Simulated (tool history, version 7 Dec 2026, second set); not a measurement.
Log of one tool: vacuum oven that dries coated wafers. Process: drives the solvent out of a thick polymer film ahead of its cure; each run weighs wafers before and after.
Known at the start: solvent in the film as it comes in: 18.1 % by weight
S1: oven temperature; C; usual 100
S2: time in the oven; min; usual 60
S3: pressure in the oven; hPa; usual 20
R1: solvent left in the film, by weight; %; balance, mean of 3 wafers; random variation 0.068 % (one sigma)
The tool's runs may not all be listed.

run	hour	S1	S2	S3	R1
1	0	100	60	20	5.91
2	57	100	60	20	5.92
3	151.8	100	90	20	5.21
4	223.2	100	90	20	5.37
5	283.2	100	60	20	6.14
6	340.9	100	60	20	6.07
7	412.8	100	60	20	6.22
8	470.9	100	60	20	6.1
9	569.7	100	60	20	6.3
10	629.2	100	60	20	6.27
11	712.1	100	60	20	6.37
12	783.2	100	60	20	6.34
13	825.9	100	60	20	6.41
14	880.3	100	47	20	7.1
15	984.3	100	47	20	7.02
16	1050.5	100	107	20	5.48
17	1101.6	100	107	20	5.7
18	1160.8	101	107	20	5.47
19	1216	100	60	20	6.49
20	1312.8	100	60	20	6.63
21	1364.7	100	60	20	6.53
22	1425.4	100	60	20	6.62
23	1498.1	111	85	20.2	3.91
# hour 1504.4: oven's thermocouples calibrated
24	1563	111	85	20.2	3.92
25	1634.1	100	60	17.5	6.37
26	1702.9	111	47	10.9	3.05
# hour 1741.2: vacuum gauge cleaned of residue and calibrated
27	1757.9	96	106	60.5	14.09
28	1803.4	104	106	31.7	5.39
29	1890.4	104	106	31.7	5.46
30	1939.2	100	55	18.2	5.22
31	1991.3	102	60	50.6	9.87
# hour 2059.6: oven's thermocouples calibrated, once more
32	2085.2	100	107	34.4	6.65
33	2156.2	96	107	35.2	8.12
34	2204.7	96	107	35.2	8.02
35	2248.5	102	33	18.7	6.02
36	2294.5	102	33	18.7	6.04
37	2346.7	102	33	18.7	6.01
38	2439.6	85	45	39	15.28
39	2490.3	100	105	67.6	13.13
40	2542.7	100	105	13.8	2.96
41	2635.9	89	105	13.8	5.77
42	2697.5	100	94	13.7	3.17
43	2795.9	98	86	20	4.9
44	2843	89	86	10.3	5.67

Measured less the same run without the tool's hidden state. The same run-to-run variation is in both; the gauge's scatter may not be:
The hidden state here: true wafer temperature over the reading, C; true pressure over the reading, kPa; drift of the gauge itself on solvent_pct, %.
run	R1
1	+1.36
2	+1.39
3	+1.39
4	+1.46
5	+1.52
6	+1.53
7	+1.6
8	+1.59
9	+1.66
10	+1.7
11	+1.75
12	+1.77
13	+1.78
14	+1.82
15	+1.83
16	+1.78
17	+1.87
18	+1.81
19	+1.96
20	+2.04
21	+2.05
22	+2.07
23	+1.34
24	+1.39
25	+2.23
26	+1.47
27	+1.16
28	+0.47
29	+0.5
30	+0.75
31	+0.98
32	+0.26
33	+0.35
34	+0.37
35	+0.34
36	+0.36
37	+0.39
38	+0.55
39	+0.62
40	+0.38
41	+0.69
42	+0.47
43	+0.61
44	+0.83
